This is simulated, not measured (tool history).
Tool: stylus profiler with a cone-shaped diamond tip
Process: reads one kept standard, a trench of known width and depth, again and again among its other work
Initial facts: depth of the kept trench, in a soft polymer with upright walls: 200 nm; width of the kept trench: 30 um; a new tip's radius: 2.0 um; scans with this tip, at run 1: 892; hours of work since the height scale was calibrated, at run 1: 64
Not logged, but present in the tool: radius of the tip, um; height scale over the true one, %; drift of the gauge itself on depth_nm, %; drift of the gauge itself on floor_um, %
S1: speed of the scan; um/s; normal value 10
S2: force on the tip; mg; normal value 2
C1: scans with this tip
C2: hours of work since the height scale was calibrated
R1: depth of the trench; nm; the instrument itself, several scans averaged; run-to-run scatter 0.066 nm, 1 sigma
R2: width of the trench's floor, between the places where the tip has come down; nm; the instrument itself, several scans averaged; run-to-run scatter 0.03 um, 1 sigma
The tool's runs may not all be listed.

run	hour	S1	S2	C1	C2	R1	R2
1	0	10	2	892	64	203.12	28210
2	32.6	10	2	1205	87	203.03	28160
3	76	4	2	1622	117	202.87	28140
4	111.4	10	4.84	1962	141	205.48	28170
5	169.3	10	4.84	2518	181	205.52	28160
6	237.9	6	2	3177	228	202.89	28110
7	296.4	3	2	3739	269	202.94	28050
8	347.3	10	2.84	4227	304	203.66	28040
9	416	10	2.84	4887	351	203.65	28020

Predict the results of run 10:
10	487.5	10	2.84	5574	401	?	?

R1: 203.72 nm
R2: 27970 nm
With the hidden condition absent and the run-to-run variation left alone, this run would have shown R1 203.88 nm, R2 28210 nm.
